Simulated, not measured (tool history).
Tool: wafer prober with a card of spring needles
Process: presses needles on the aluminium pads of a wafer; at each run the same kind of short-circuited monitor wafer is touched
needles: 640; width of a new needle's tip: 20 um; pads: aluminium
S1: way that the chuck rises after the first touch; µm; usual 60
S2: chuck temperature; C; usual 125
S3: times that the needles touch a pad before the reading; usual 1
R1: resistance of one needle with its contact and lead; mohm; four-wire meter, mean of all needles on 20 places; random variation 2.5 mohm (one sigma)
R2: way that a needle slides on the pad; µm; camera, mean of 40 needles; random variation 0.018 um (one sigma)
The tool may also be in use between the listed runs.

{"run": 1, "day": 0.0, "S1": 60, "S2": 125, "S3": 1, "R1": 354, "R2": 7.34}
{"day": 0.504, "done": "tips cleaned on abrasive film"}
{"day": 1.771, "done": "tips cleaned on abrasive film"}
{"run": 2, "day": 2.254, "S1": 60, "S2": 125, "S3": 1, "R1": 347, "R2": 7.3}
{"day": 2.983, "done": "tips cleaned on abrasive film"}
{"day": 4.271, "done": "tips cleaned on abrasive film"}
{"run": 3, "day": 5.329, "S1": 60, "S2": 125, "S3": 1, "R1": 373, "R2": 7.33}
{"day": 5.546, "done": "tips cleaned on abrasive film"}
{"day": 6.779, "done": "tips cleaned on abrasive film"}
{"day": 7.792, "done": "tips cleaned on abrasive film, once more"}
{"run": 4, "day": 8.467, "S1": 60, "S2": 125, "S3": 1, "R1": 349, "R2": 7.31}
{"day": 9.188, "done": "tips cleaned on abrasive film"}
{"day": 10.458, "done": "tips cleaned on abrasive film"}
{"run": 5, "day": 11.658, "S1": 60, "S2": 125, "S3": 1, "R1": 383, "R2": 7.32}
{"day": 11.95, "done": "tips cleaned on abrasive film"}
{"day": 13.429, "done": "tips cleaned on abrasive film"}
{"run": 6, "day": 13.496, "S1": 60, "S2": 125, "S3": 1, "R1": 305, "R2": 7.27}
{"day": 14.858, "done": "tips cleaned on abrasive film"}
{"run": 7, "day": 15.267, "S1": 60, "S2": 125, "S3": 2, "R1": 308, "R2": 7.27}
{"day": 16.221, "done": "tips cleaned on abrasive film"}
{"day": 17.55, "done": "tips cleaned on abrasive film"}
{"run": 8, "day": 17.833, "S1": 60, "S2": 125, "S3": 2, "R1": 315, "R2": 7.24}
{"day": 18.883, "done": "tips cleaned on abrasive film"}
{"day": 20.238, "done": "tips cleaned on abrasive film"}
{"day": 21.567, "done": "tips cleaned on abrasive film"}
{"run": 9, "day": 21.567, "S1": 44, "S2": 100, "S3": 2, "R1": 292, "R2": 5.25}
{"day": 22.954, "done": "tips cleaned on abrasive film"}
{"day": 24.183, "done": "tips cleaned on abrasive film"}
{"run": 10, "day": 24.183, "S1": 79, "S2": 56, "S3": 3, "R1": 268, "R2": 9.53}
{"day": 25.496, "done": "tips cleaned on abrasive film"}
{"day": 26.812, "done": "tips cleaned on abrasive film"}
{"run": 11, "day": 27.833, "S1": 79, "S2": 56, "S3": 3, "R1": 281, "R2": 9.53}
{"day": 28.05, "done": "tips cleaned on abrasive film"}
{"day": 29.388, "done": "tips cleaned on abrasive film"}
{"run": 12, "day": 30.588, "S1": 43, "S2": 74, "S3": 1, "R1": 461, "R2": 5.09}
{"day": 30.783, "done": "tips cleaned on abrasive film"}
{"day": 32.204, "done": "tips cleaned on abrasive film"}
{"run": 13, "day": 33.392, "S1": 43, "S2": 74, "S3": 1, "R1": 474, "R2": 5.12}
{"day": 33.629, "done": "tips cleaned on abrasive film"}
{"day": 35.042, "done": "tips cleaned on abrasive film"}
{"run": 14, "day": 35.6, "S1": 43, "S2": 74, "S3": 1, "R1": 409, "R2": 5.09}

Forecast each of these 5 alternatives for the next run:
{"day": 36.329, "done": "tips cleaned on abrasive film"}
{"day": 37.55, "done": "tips cleaned on abrasive film"}
{"day": 38.804, "done": "tips cleaned on abrasive film"}
{"run": "A", "day": 39.292, "S1": 43, "S2": 38, "S3": 2, "R1": "?", "R2": "?"}
{"day": 36.329, "done": "tips cleaned on abrasive film"}
{"day": 37.55, "done": "tips cleaned on abrasive film"}
{"day": 38.804, "done": "tips cleaned on abrasive film"}
{"run": "B", "day": 39.292, "S1": 60, "S2": 45, "S3": 2, "R1": "?", "R2": "?"}
{"day": 36.329, "done": "tips cleaned on abrasive film"}
{"day": 37.55, "done": "tips cleaned on abrasive film"}
{"day": 38.804, "done": "tips cleaned on abrasive film"}
{"run": "C", "day": 39.292, "S1": 43, "S2": 68, "S3": 1, "R1": "?", "R2": "?"}
{"day": 36.329, "done": "tips cleaned on abrasive film"}
{"day": 37.55, "done": "tips cleaned on abrasive film"}
{"day": 38.804, "done": "tips cleaned on abrasive film"}
{"run": "D", "day": 39.292, "S1": 60, "S2": 125, "S3": 1, "R1": "?", "R2": "?"}
{"day": 36.329, "done": "tips cleaned on abrasive film"}
{"day": 37.55, "done": "tips cleaned on abrasive film"}
{"day": 38.804, "done": "tips cleaned on abrasive film"}
{"run": "E", "day": 39.292, "S1": 42, "S2": 74, "S3": 2, "R1": "?", "R2": "?"}

run=A R1=341 R2=5.08
run=B R1=299 R2=7.19
run=C R1=396 R2=5.08
run=D R1=346 R2=7.12
run=E R1=353 R2=4.90
Without the tool's hidden state the same runs would have given:
run=A R1=264 R2=5.27
run=B R1=258 R2=7.38
run=C R1=274 R2=5.27
run=D R1=287 R2=7.32
run=E R1=277 R2=5.09
